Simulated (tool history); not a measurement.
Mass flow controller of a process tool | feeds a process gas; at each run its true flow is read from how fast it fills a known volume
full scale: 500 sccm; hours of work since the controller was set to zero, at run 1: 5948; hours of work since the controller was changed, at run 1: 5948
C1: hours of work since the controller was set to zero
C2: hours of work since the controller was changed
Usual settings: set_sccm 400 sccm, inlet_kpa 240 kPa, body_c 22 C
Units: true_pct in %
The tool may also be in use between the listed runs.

Run 1, hour 0: usual settings; C1 5948; C2 5948. Result: true_pct 104.78 %.
Run 2, hour 63.5: usual settings; C1 5984; C2 5984. Result: true_pct 104.77 %.
Run 3, hour 185.6: usual settings; C1 6054; C2 6054. Result: true_pct 104.85 %.
Run 4, hour 281.2: usual settings but body_c 38 C; C1 6108; C2 6108. Result: true_pct 103.8 %.
At hour 287: controller's zero set anew.
Run 5, hour 354.2: usual settings but body_c 38 C; C1 38; C2 6149. Result: true_pct 104.16 %.
Run 6, hour 418.2: usual settings but body_c 38 C; C1 74; C2 6185. Result: true_pct 104.04 %.
Run 7, hour 473.7: usual settings but body_c 38 C; C1 106; C2 6217. Result: true_pct 104.09 %.
Run 8, hour 572.1: usual settings but body_c 38 C; C1 162; C2 6273. Result: true_pct 104.17 %.
Run 9, hour 649.5: usual settings but body_c 38 C; C1 206; C2 6317. Result: true_pct 104.21 %.
Run 10, hour 766.7: usual settings but body_c 38 C; C1 272; C2 6383. Result: true_pct 104.27 %.

Hidden state or all else? Some run-to-run changes of true_pct, split into what the settings, what came in and random variation would give without the hidden state, and what is left for the hidden state (with any gauge scatter that isn't in both results):
The hidden state here: flow at rest that the sensor doesn't see, % of full scale; true flow over the shown one, %; drift of the gauge itself on true_pct, %.
Run 3 -> 4: body_c 22 -> 38. true_pct -1.05 %: hidden state +0.05, all else -1.1.
Run 4 -> 5: controller's zero set anew. true_pct +0.36 %: hidden state +0.33, all else +0.03.

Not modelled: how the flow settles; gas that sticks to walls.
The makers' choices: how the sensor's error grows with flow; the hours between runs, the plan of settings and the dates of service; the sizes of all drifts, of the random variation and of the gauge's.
